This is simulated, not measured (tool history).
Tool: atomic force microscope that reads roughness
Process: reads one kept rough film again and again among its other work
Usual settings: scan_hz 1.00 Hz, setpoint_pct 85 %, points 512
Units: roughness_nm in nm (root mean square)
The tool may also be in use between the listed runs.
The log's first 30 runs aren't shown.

{"run": 31, "hour": 309.2, "scan_hz": 1.0, "setpoint_pct": 69, "points": 280, "roughness_nm": 2.008}
{"run": 32, "hour": 323.1, "scan_hz": 1.68, "setpoint_pct": 71, "points": 993, "roughness_nm": 1.968}
{"run": 33, "hour": 335.2, "scan_hz": 1.68, "setpoint_pct": 72, "points": 993, "roughness_nm": 1.91}
{"hour": 342.8, "done": "new tip fitted"}
{"run": 34, "hour": 345.1, "scan_hz": 1.68, "setpoint_pct": 72, "points": 993, "roughness_nm": 3.104}
{"run": 35, "hour": 356.1, "scan_hz": 0.53, "setpoint_pct": 72, "points": 498, "roughness_nm": 3.169}
{"run": 36, "hour": 367.8, "scan_hz": 1.0, "setpoint_pct": 73, "points": 512, "roughness_nm": 3.01}
{"run": 37, "hour": 379.6, "scan_hz": 1.0, "setpoint_pct": 73, "points": 512, "roughness_nm": 2.957}
{"run": 38, "hour": 394.3, "scan_hz": 1.0, "setpoint_pct": 73, "points": 512, "roughness_nm": 2.867}

3 ways to go on from here, each from the tool as it stands after run 38. What would each give?
{"run": "A", "hour": 408.7, "scan_hz": 1.3, "setpoint_pct": 73, "points": 673, "roughness_nm": "?"}
{"run": "B", "hour": 408.7, "scan_hz": 1.68, "setpoint_pct": 64, "points": 600, "roughness_nm": "?"}
{"run": "C", "hour": 408.7, "scan_hz": 3.78, "setpoint_pct": 73, "points": 330, "roughness_nm": "?"}

run=A roughness_nm=2.760
run=B roughness_nm=2.794
run=C roughness_nm=2.404
Without the tool's hidden state the same runs would have given:
run=A roughness_nm=3.155
run=B roughness_nm=3.193
run=C roughness_nm=2.749
